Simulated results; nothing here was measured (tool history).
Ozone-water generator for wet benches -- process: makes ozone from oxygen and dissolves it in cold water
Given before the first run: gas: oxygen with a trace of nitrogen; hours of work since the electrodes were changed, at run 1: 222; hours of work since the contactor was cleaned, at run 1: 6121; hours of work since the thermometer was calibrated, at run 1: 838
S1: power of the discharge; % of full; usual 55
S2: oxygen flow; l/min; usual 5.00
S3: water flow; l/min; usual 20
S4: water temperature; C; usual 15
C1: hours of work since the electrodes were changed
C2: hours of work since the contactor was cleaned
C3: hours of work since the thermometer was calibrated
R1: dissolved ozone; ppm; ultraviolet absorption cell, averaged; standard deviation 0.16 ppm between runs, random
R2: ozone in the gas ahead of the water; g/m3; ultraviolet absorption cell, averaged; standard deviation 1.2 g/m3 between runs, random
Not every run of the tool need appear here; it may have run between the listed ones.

run	day	S1	S2	S3	S4	C1	C2	C3	R1	R2
1	0.000	55	5.00	20	15	222	6121	838	19.3	238.4
2	1.379	55	5.00	14	15	243	6142	859	26.7	235.7
3	3.475	55	5.00	14	15	276	6175	892	26.6	234.6
4	4.946	55	5.00	20	15	298	6198	915	19.4	233.6
5	6.983	55	5.00	20	15	330	6229	946	19.1	236.8
6	7.983	55	5.00	20	15	346	6245	962	19.2	235.1
7	9.158	55	5.00	20	15	364	6263	980	19.1	236.2
8	10.488	55	3.13	20	15	384	6284	1001	19.3	318.1
9	11.438	55	6.78	20	15	399	6298	1016	18.7	191.0
10	12.462	55	6.78	19	15	415	6314	1031	19.4	195.2
11	14.221	55	5.00	20	15	442	6342	1059	19.1	233.6
12	16.279	55	5.00	20	15	474	6374	1091	18.9	235.0
13	17.242	55	5.00	20	15	489	6389	1106	18.9	237.3
14	18.375	55	5.00	12	15	507	6406	1123	29.9	236.6
15	19.471	55	5.00	12	15	524	6423	1140	30.2	239.4
# day 19.729: contactor cleaned
16	21.342	55	5.00	26	15	551	25	1167	13.9	236.5
17	22.838	64	4.61	25	8	574	48	1190	16.9	267.1
18	24.808	81	5.00	20	20	604	79	1221	21.2	285.6
19	26.271	46	5.57	20	13	627	102	1243	17.0	201.1
20	27.933	48	2.86	27	8	653	127	1269	12.7	318.9
# day 28.746: contactor cleaned, once more
21	30.021	54	2.53	20	10	683	20	1299	20.9	363.5
22	31.617	55	6.84	20	23	708	45	1324	17.2	190.9
23	33.367	55	6.84	20	23	735	72	1351	17.1	191.3
24	35.096	55	8.66	20	15	762	99	1378	18.8	165.0
25	36.675	48	5.13	20	18	786	123	1402	18.1	216.6
26	38.604	56	4.89	12	13	816	153	1432	33.3	240.1
27	40.154	55	6.49	30	15	840	177	1456	13.2	198.1
28	41.817	55	6.49	30	15	866	203	1482	12.9	195.9
29	43.192	95	4.40	12	8	887	224	1504	47.5	335.3
30	44.638	95	4.40	12	8	910	247	1526	47.8	337.0
31	46.254	55	4.40	20	15	935	272	1551	20.3	253.4
32	47.767	55	4.58	21	15	958	295	1575	19.4	246.4

Take each entry between the runs: how does the hidden state at the last listed run before it differ from the hidden state at the first listed run after it?
From run 15 to run 16: contactor cleaned (day 19.729)
  contactor's efficiency, % of a clean one's: 89.4 -> 85.5
  measured minus no-state result, R1: -1.9 -> -1.6 ppm; R2: +0.1 -> +0.0 g/m3
From run 20 to run 21: contactor cleaned, once more (day 28.746)
  contactor's efficiency, % of a clean one's: 85.3 -> 99
  measured minus no-state result, R1: -1.5 -> -0.2 ppm; R2: -0.2 -> -0.4 g/m3
